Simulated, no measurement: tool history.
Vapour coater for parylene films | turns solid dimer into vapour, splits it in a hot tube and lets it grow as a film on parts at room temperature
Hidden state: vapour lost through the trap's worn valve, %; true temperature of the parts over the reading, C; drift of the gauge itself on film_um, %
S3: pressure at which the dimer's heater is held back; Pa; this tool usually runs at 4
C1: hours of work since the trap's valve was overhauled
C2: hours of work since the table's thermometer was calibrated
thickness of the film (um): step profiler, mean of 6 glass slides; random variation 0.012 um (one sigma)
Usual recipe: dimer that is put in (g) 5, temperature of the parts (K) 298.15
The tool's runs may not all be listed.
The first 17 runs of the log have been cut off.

run 18 hour=562.6 | dimer_that_is_put_in_(g)=2 temperature_of_the_parts_(K)=298.15 S3=4 | C1=173 C2=477 | thickness_of_the_film_(um)=0.45
run 19 hour=587.1 | dimer_that_is_put_in_(g)=5 temperature_of_the_parts_(K)=298.15 S3=8.77 | C1=193 C2=497 | thickness_of_the_film_(um)=1.07
run 20 hour=608.8 | dimer_that_is_put_in_(g)=5 temperature_of_the_parts_(K)=298.15 S3=4 | C1=211 C2=515 | thickness_of_the_film_(um)=1.13
run 21 hour=640.4 | dimer_that_is_put_in_(g)=5 temperature_of_the_parts_(K)=298.15 S3=9.09 | C1=236 C2=540 | thickness_of_the_film_(um)=1.05
run 22 hour=672.9 | dimer_that_is_put_in_(g)=5 temperature_of_the_parts_(K)=298.15 S3=2.33 | C1=263 C2=567 | thickness_of_the_film_(um)=1.11
-- hour=698.4 trap's valve overhauled
run 23 hour=715.9 | dimer_that_is_put_in_(g)=5 temperature_of_the_parts_(K)=298.15 S3=2.33 | C1=14 C2=598 | thickness_of_the_film_(um)=1.26
run 24 hour=736 | dimer_that_is_put_in_(g)=2 temperature_of_the_parts_(K)=291.15 S3=2.33 | C1=30 C2=615 | thickness_of_the_film_(um)=0.57
run 25 hour=761.8 | dimer_that_is_put_in_(g)=2 temperature_of_the_parts_(K)=298.15 S3=4 | C1=51 C2=636 | thickness_of_the_film_(um)=0.47
run 26 hour=795.8 | dimer_that_is_put_in_(g)=7 temperature_of_the_parts_(K)=296.15 S3=11.15 | C1=79 C2=663 | thickness_of_the_film_(um)=1.63
run 27 hour=825.6 | dimer_that_is_put_in_(g)=7 temperature_of_the_parts_(K)=296.15 S3=11.15 | C1=103 C2=687 | thickness_of_the_film_(um)=1.59
run 28 hour=864.5 | dimer_that_is_put_in_(g)=5 temperature_of_the_parts_(K)=308.15 S3=2.2 | C1=135 C2=719 | thickness_of_the_film_(um)=0.95
run 29 hour=890.8 | dimer_that_is_put_in_(g)=5 temperature_of_the_parts_(K)=308.15 S3=2.2 | C1=156 C2=740 | thickness_of_the_film_(um)=0.95
run 30 hour=924.2 | dimer_that_is_put_in_(g)=5 temperature_of_the_parts_(K)=298.15 S3=5.57 | C1=183 C2=767 | thickness_of_the_film_(um)=1.11
run 31 hour=953.7 | dimer_that_is_put_in_(g)=5 temperature_of_the_parts_(K)=300.15 S3=4 | C1=207 C2=791 | thickness_of_the_film_(um)=1.05
run 32 hour=994.3 | dimer_that_is_put_in_(g)=8 temperature_of_the_parts_(K)=300.15 S3=3.38 | C1=240 C2=824 | thickness_of_the_film_(um)=1.71
run 33 hour=1025.2 | dimer_that_is_put_in_(g)=8 temperature_of_the_parts_(K)=298.15 S3=6.88 | C1=265 C2=849 | thickness_of_the_film_(um)=1.68
-- hour=1047.8 trap's valve overhauled
run 34 hour=1058 | dimer_that_is_put_in_(g)=3 temperature_of_the_parts_(K)=308.15 S3=7.1 | C1=8 C2=873 | thickness_of_the_film_(um)=0.55
run 35 hour=1087.1 | dimer_that_is_put_in_(g)=8 temperature_of_the_parts_(K)=298.15 S3=4 | C1=32 C2=896 | thickness_of_the_film_(um)=1.95
run 36 hour=1120 | dimer_that_is_put_in_(g)=7 temperature_of_the_parts_(K)=301.15 S3=3.99 | C1=59 C2=923 | thickness_of_the_film_(um)=1.59
run 37 hour=1138.9 | dimer_that_is_put_in_(g)=5 temperature_of_the_parts_(K)=298.15 S3=4 | C1=74 C2=938 | thickness_of_the_film_(um)=1.2
run 38 hour=1176.5 | dimer_that_is_put_in_(g)=5 temperature_of_the_parts_(K)=298.15 S3=4 | C1=104 C2=969 | thickness_of_the_film_(um)=1.19
run 39 hour=1218.1 | dimer_that_is_put_in_(g)=3 temperature_of_the_parts_(K)=291.15 S3=2.28 | C1=138 C2=1003 | thickness_of_the_film_(um)=0.83

Expected results for the next run?
run 40 hour=1246.9 | dimer_that_is_put_in_(g)=2 temperature_of_the_parts_(K)=298.15 S3=4.88 | C1=162 C2=1026 | thickness_of_the_film_(um)=?

For run 40 the tool returned thickness of the film (um) 0.43.
If the tool had no hidden condition, the same run with the same run-to-run variation would have returned thickness of the film (um) 0.46.
